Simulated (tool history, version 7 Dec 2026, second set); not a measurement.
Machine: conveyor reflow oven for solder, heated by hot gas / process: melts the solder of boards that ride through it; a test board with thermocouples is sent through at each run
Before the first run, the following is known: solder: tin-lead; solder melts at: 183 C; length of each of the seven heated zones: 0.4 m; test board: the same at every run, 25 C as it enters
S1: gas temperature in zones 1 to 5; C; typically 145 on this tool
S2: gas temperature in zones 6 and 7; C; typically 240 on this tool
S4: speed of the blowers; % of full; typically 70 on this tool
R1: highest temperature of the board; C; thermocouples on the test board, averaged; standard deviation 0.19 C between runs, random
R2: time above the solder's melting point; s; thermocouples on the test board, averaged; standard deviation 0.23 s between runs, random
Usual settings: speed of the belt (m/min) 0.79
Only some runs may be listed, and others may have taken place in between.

run 1 day=0 | S1=145 S2=240 speed_of_the_belt_(m/min)=0.79 S4=70 | R1=226.9 R2=54.3
run 2 day=2.742 | S1=145 S2=240 speed_of_the_belt_(m/min)=0.79 S4=70 | R1=226.7 R2=54.6
run 3 day=5.375 | S1=145 S2=240 speed_of_the_belt_(m/min)=0.79 S4=51 | R1=220.7 R2=50.6
run 4 day=6.692 | S1=154 S2=240 speed_of_the_belt_(m/min)=0.79 S4=51 | R1=222.9 R2=55.1
run 5 day=8.646 | S1=154 S2=240 speed_of_the_belt_(m/min)=0.79 S4=51 | R1=222.3 R2=55.1
run 6 day=11.679 | S1=145 S2=231 speed_of_the_belt_(m/min)=0.79 S4=70 | R1=218 R2=50.7
run 7 day=14.104 | S1=158 S2=240 speed_of_the_belt_(m/min)=0.79 S4=70 | R1=228.4 R2=59.6
run 8 day=16.412 | S1=158 S2=240 speed_of_the_belt_(m/min)=0.79 S4=70 | R1=228.1 R2=59.8
run 9 day=18.971 | S1=158 S2=240 speed_of_the_belt_(m/min)=0.79 S4=70 | R1=227.8 R2=59.5
run 10 day=21.688 | S1=158 S2=240 speed_of_the_belt_(m/min)=0.79 S4=70 | R1=228 R2=59.4
-- day=22.029 flux residue cleaned out of gas plates and filters
run 11 day=23.271 | S1=145 S2=240 speed_of_the_belt_(m/min)=0.872 S4=70 | R1=222.1 R2=46.9
run 12 day=24.871 | S1=145 S2=240 speed_of_the_belt_(m/min)=0.79 S4=70 | R1=225.3 R2=53.9
run 13 day=26.679 | S1=159 S2=240 speed_of_the_belt_(m/min)=0.713 S4=56 | R1=227.3 R2=66.3
-- day=27.112 flux residue cleaned out of gas plates and filters, once more
run 14 day=29.829 | S1=159 S2=231 speed_of_the_belt_(m/min)=0.715 S4=56 | R1=221.2 R2=62.8
run 15 day=32.212 | S1=131 S2=231 speed_of_the_belt_(m/min)=0.715 S4=57 | R1=217 R2=50.5
run 16 day=34.629 | S1=145 S2=248 speed_of_the_belt_(m/min)=0.715 S4=72 | R1=238.1 R2=66.3

Estimate the outcome of run 17 from the log above:
run 17 day=35.846 | S1=131 S2=228 speed_of_the_belt_(m/min)=0.79 S4=70 | R1=? R2=?

{"run 17": {"R1": 215.1, "R2": 44.4}}
On a tool with no hidden condition, and with the same random variation, this run would have come out at R1 213.4 C, R2 41.6 s.
